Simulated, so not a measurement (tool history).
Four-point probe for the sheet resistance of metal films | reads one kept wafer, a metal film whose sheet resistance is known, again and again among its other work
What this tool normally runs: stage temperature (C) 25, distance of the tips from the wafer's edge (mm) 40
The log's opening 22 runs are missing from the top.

| run | hour | stage temperature (C) | distance of the tips from the wafer's edge (mm) | touches since the probe head was changed | hours of work since the stage's thermometer was calibrated | sheet resistance as the instrument gives it (ohm/square) |
|---|---|---|---|---|---|---|
| 23 | 277.6 | 27 | 28 | 19125 | 459 | 0.13412 |
| 24 | 293.2 | 32 | 5 | 19695 | 466 | 0.135464 |
| 25 | 303.6 | 24 | 6 | 20074 | 470 | 0.134815 |
| 26 | 316.1 | 24 | 8 | 20531 | 476 | 0.13444 |
| 27 | 327.7 | 24 | 8 | 20956 | 481 | 0.134451 |
| 28 | 340.6 | 20 | 4 | 21427 | 486 | 0.135647 |
| 29 | 348.9 | 30 | 63 | 21727 | 490 | 0.134241 |
| 30 | 362 | 34 | 48 | 22206 | 495 | 0.134418 |
| 31 | 378.1 | 22 | 7 | 22796 | 502 | 0.134524 |
| 32 | 390.7 | 22 | 26 | 23256 | 507 | 0.13399 |
| 33 | 402.9 | 23 | 9 | 23702 | 513 | 0.134358 |
| 34 | 418.8 | 26 | 23 | 24283 | 519 | 0.134171 |
| 35 | 432.9 | 21 | 17 | 24797 | 525 | 0.134022 |
| 36 | 446.7 | 19 | 17 | 25299 | 531 | 0.133911 |
| 37 | 455.8 | 23 | 50 | 25630 | 535 | 0.134039 |
| 38 | 468.3 | 23 | 50 | 26089 | 540 | 0.13401 |
| 39 | 481.4 | 24 | 40 | 26565 | 546 | 0.134021 |
| 40 | 493.3 | 24 | 40 | 27000 | 551 | 0.134053 |
| 41 | 506.5 | 24 | 40 | 27482 | 556 | 0.134084 |
| 42 | 522.8 | 27 | 40 | 28079 | 563 | 0.134239 |
| 43 | 530.8 | 18 | 63 | 28370 | 567 | 0.133793 |
| 44 | 546 | 18 | 63 | 28925 | 573 | 0.133773 |

Each row is a separate what-if for the run after 44, all from the same tool condition, not one after another. Results?
| A | 561.7 | 34 | 3 | 29498 | 580 | ? |
| B | 561.7 | 22 | 63 | 29498 | 580 | ? |
| C | 561.7 | 25 | 37 | 29498 | 580 | ? |
| D | 561.7 | 29 | 36 | 29498 | 580 | ? |
| E | 561.7 | 33 | 18 | 29498 | 580 | ? |

| run | sheet resistance as the instrument gives it (ohm/square) |
|---|---|
| A | 0.137633 |
| B | 0.134 |
| C | 0.134137 |
| D | 0.134344 |
| E | 0.134523 |
The same runs, with their run-to-run variation unchanged, on a tool lacking any hidden condition would have given:
| run | sheet resistance as the instrument gives it (ohm/square) |
|---|---|
| A | 0.137402 |
| B | 0.133778 |
| C | 0.133914 |
| D | 0.134119 |
| E | 0.134296 |
